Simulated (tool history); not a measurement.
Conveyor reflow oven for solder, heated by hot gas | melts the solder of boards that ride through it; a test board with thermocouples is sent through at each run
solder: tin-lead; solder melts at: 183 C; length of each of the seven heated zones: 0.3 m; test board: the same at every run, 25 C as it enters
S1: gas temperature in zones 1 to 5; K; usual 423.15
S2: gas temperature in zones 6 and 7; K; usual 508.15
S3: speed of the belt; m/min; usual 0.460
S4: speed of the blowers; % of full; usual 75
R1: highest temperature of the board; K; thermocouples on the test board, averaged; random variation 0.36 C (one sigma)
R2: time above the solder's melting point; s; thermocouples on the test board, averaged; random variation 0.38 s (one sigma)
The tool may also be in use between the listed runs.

Run 1, hour 0.0: usual settings. Result: R1 491.15 K, R2 64.0 s.
Run 2, hour 54.0: usual settings. Result: R1 491.15 K, R2 64.1 s.
At hour 86.5: flux residue cleaned out of gas plates and filters.
Run 3, hour 133.6: usual settings. Result: R1 491.35 K, R2 63.3 s.
Run 4, hour 183.3: usual settings. Result: R1 491.05 K, R2 64.3 s.
At hour 218.3: thermocouples of zones 6 and 7 changed.
Run 5, hour 238.9: usual settings. Result: R1 491.15 K, R2 64.5 s.
Run 6, hour 305.6: usual settings. Result: R1 491.35 K, R2 64.1 s.
Run 7, hour 368.4: usual settings. Result: R1 491.35 K, R2 63.9 s.
Run 8, hour 436.1: usual settings but S3 0.479 m/min. Result: R1 490.15 K, R2 60.5 s.
Run 9, hour 500.8: usual settings but S3 0.479 m/min. Result: R1 489.55 K, R2 59.3 s.
At hour 516.6: flux residue cleaned out of gas plates and filters.
Run 10, hour 544.3: usual settings but S3 0.479 m/min. Result: R1 489.75 K, R2 59.7 s.
Run 11, hour 592.0: usual settings but S3 0.430 m/min. Result: R1 493.05 K, R2 70.0 s.
Run 12, hour 636.3: usual settings but S3 0.430 m/min. Result: R1 493.05 K, R2 70.0 s.
Run 13, hour 676.0: usual settings but S3 0.430 m/min. Result: R1 493.45 K, R2 70.3 s.
At hour 738.1: belt drive overhauled, speed set with a stopwatch.
Run 14, hour 758.9: usual settings but S2 514.15 K, S3 0.525 m/min, S4 88 % of full. Result: R1 494.35 K, R2 56.9 s.
Run 15, hour 803.1: usual settings but S3 0.438 m/min. Result: R1 491.95 K, R2 68.3 s.
Run 16, hour 863.3: usual settings but S3 0.438 m/min. Result: R1 493.15 K, R2 68.4 s.
Run 17, hour 915.6: usual settings but S2 519.15 K, S3 0.474 m/min, S4 71 % of full. Result: R1 498.85 K, R2 66.6 s.
At hour 948.4: flux residue cleaned out of gas plates and filters.
Run 18, hour 998.4: usual settings but S1 411.15 K, S3 0.454 m/min, S4 84 % of full. Result: R1 491.15 K, R2 59.6 s.
Run 19, hour 1049.1: usual settings but S3 0.537 m/min. Result: R1 486.35 K, R2 49.7 s.
Run 20, hour 1086.3: usual settings but S3 0.537 m/min. Result: R1 486.85 K, R2 49.7 s.
At hour 1160.9: thermocouples of zones 6 and 7 changed.
Run 21, hour 1165.0: usual settings but S1 419.15 K, S4 84 % of full. Result: R1 491.95 K, R2 63.0 s.
Run 22, hour 1213.0: usual settings but S1 419.15 K, S3 0.441 m/min, S4 84 % of full. Result: R1 493.15 K, R2 66.6 s.
Run 23, hour 1256.4: usual settings but S1 419.15 K, S3 0.455 m/min, S4 84 % of full. Result: R1 491.65 K, R2 64.2 s.
Run 24, hour 1308.4: usual settings but S1 418.15 K, S3 0.397 m/min, S4 72 % of full. Result: R1 494.15 K, R2 74.1 s.

The next listed run, before its measurement:
At hour 1376.2: flux residue cleaned out of gas plates and filters.
Run 25, hour 1384.6: usual settings but S1 413.15 K, S2 507.15 K, S3 0.533 m/min. Result: R1 ?, R2 ?.

Run 25 gave R1 482.95 K, R2 43.8 s.
Without the tool's hidden state the same run would have given R1 482.85 K, R2 43.8 s.
